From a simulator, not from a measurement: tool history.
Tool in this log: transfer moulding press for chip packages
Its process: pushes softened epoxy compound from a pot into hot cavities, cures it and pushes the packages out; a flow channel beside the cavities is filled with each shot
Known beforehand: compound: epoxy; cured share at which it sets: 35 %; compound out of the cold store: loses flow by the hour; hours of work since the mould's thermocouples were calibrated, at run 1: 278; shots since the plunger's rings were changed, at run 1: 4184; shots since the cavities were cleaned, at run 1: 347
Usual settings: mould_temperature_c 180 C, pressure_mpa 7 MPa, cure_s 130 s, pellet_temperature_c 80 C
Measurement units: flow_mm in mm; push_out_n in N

run,hour,mould_temperature_c,pressure_mpa,cure_s,pellet_temperature_c,hours of work since the mould's thermocouples were calibrated,shots since the plunger's rings were changed,shots since the cavities were cleaned,incoming compound's hours out of the cold store,flow_mm,push_out_n
1,0,180,7,130,80,278,4184,347,9.9,880,611
2,21.9,180,7,140,80,292,4396,559,44.7,752,574
# hour 25.5: cavities cleaned with cleaning compound and waxed
3,43.7,180,7,140,80,306,4592,176,41.6,767,677
4,65.5,180,7,140,80,319,4802,386,24,822,683
# hour 85.7: cavities cleaned with cleaning compound and waxed
5,91.3,180,7,140,80,335,5037,54,34.7,781,347
# hour 106.5: cavities cleaned with cleaning compound and waxed, once more
6,110.3,182,7,130,80,346,5205,36,12.4,838,361
7,126,182,7,130,80,356,5357,188,33.9,784,455
8,136,182,7,130,80,363,5454,285,39.1,762,490
9,153.7,182,7,130,80,374,5624,455,28.6,797,556
# hour 166.6: cavities cleaned with cleaning compound and waxed
10,170.1,182,7,130,80,384,5768,33,42.1,745,369
11,193.2,182,7,130,80,399,5991,256,21.2,803,499
12,215.1,182,7,130,80,413,6202,467,37.3,764,568
# hour 227.7: cavities cleaned with cleaning compound and waxed
13,229.4,182,7,130,80,421,6326,17,28,787,345
# hour 238.5: plunger's sealing rings changed
14,254.8,182,7,121,80,436,157,238,16.1,882,560
15,269.7,187,5.22,115,80,445,301,382,41.2,676,552
16,280.3,187,5.22,115,80,452,403,484,21,722,589
# hour 290.7: cavities cleaned with cleaning compound and waxed
17,302.6,187,5.22,115,80,465,604,115,45.2,656,407
18,313.2,186,7,130,72,472,706,217,47.4,757,435
19,337.1,186,8.25,131,75,487,937,448,37,866,531
# hour 350.8: cavities cleaned with cleaning compound and waxed
20,356.8,186,8.25,131,75,499,1112,58,15.8,934,335
21,377.5,186,8.25,131,75,512,1312,258,30,879,442
22,388.1,180,8.67,130,80,519,1415,361,37.1,890,576
# hour 410.8: cavities cleaned with cleaning compound and waxed
23,410.8,180,8.67,141,79,533,1620,0,37.8,879,338
24,430.6,186,8.67,141,70,546,1811,191,9.4,985,425
25,451.9,177,7,130,80,559,2015,395,10.1,906,766
26,467.9,184,5.29,130,72,570,2170,550,25.6,712,612
# hour 471.6: cavities cleaned with cleaning compound and waxed
27,490.9,180,7,118,80,583,2377,186,46.2,764,564
28,514.4,180,7,168,75,598,2605,414,22.4,851,503

Same runs, no hidden state in the tool, same run-to-run variation:
Hidden conditions of the tool in this case: true mould temperature over the reading, C; pressure that reaches the compound, % of what is set; grip of the stained cavities, % over clean ones'; drift of the gauge itself on flow_mm, %; drift of the gauge itself on push_out_n, %.
run,flow_mm,push_out_n
1,911,346
2,780,296
3,797,308
4,855,302
5,814,293
6,874,318
7,820,311
8,797,302
9,835,300
10,781,322
11,843,309
12,804,303
13,829,309
14,880,346
15,675,310
16,722,313
17,657,312
18,759,292
19,870,290
20,939,279
21,885,279
22,897,319
23,887,321
24,996,290
25,916,402
26,722,305
27,776,367
28,866,278

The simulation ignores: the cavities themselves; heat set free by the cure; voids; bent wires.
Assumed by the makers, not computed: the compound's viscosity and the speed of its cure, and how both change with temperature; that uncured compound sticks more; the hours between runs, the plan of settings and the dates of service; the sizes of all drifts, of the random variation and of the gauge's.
